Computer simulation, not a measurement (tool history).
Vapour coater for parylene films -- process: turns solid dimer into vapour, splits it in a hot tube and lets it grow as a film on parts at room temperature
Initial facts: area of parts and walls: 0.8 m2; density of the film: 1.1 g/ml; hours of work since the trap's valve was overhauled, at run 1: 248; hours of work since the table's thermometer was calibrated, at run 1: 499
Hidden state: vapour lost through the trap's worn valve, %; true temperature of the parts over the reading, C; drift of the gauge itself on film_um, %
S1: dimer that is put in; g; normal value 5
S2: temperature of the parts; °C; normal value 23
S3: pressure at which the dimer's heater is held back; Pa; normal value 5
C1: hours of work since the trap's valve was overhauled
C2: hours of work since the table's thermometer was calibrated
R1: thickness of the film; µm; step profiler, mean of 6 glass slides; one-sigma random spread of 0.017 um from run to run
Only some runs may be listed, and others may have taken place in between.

run	hour	S1	S2	S3	C1	C2	R1
1	0	5	23	5	248	499	3.12
2	17.9	5	23	5	263	513	3.12
3	43.3	5	23	11.04	284	534	2.62
4	62.3	5	23	11.04	300	550	2.62
5	76.7	5	23	5	312	562	3.13
6	101.9	5	23	5	332	583	3.11
7	113.5	5	23	5	342	592	3.1
8	124.2	5	23	5	351	601	3.08
9	142.5	5	23	5	366	616	3.07
10	160.9	5	23	5	381	631	3.11
11	177.1	4	23	3.69	394	644	2.65
12	191.7	5	24	5	406	656	2.98
# hour 206.1: trap's valve overhauled
13	207.5	2	26	5	1	666	1.11
14	224.1	5	25	11.67	15	680	2.39
15	248.2	6	22	2.23	35	700	4.53
16	266.5	6	22	2.6	50	715	4.41
17	289.4	8	31	5.79	69	734	3.68
18	307.4	5	18	6.2	83	748	3.43
19	324.4	9	27	6.79	97	762	4.51
20	346.3	5	33	6.08	115	780	2.15

Subtracting, for every run, the result it would have given without the tool's unlogged condition from the measured result gives the following. The same run-to-run variation enters both numbers; the gauge's scatter may not:
run	R1
1	-0.01
2	-0.01
3	-0.01
4	-0.01
5	-0.02
6	-0.02
7	-0.02
8	-0.03
9	-0.03
10	-0.03
11	-0.02
12	-0.03
13	-0.01
14	-0.03
15	-0.05
16	-0.06
17	-0.05
18	-0.05
19	-0.07
20	-0.04

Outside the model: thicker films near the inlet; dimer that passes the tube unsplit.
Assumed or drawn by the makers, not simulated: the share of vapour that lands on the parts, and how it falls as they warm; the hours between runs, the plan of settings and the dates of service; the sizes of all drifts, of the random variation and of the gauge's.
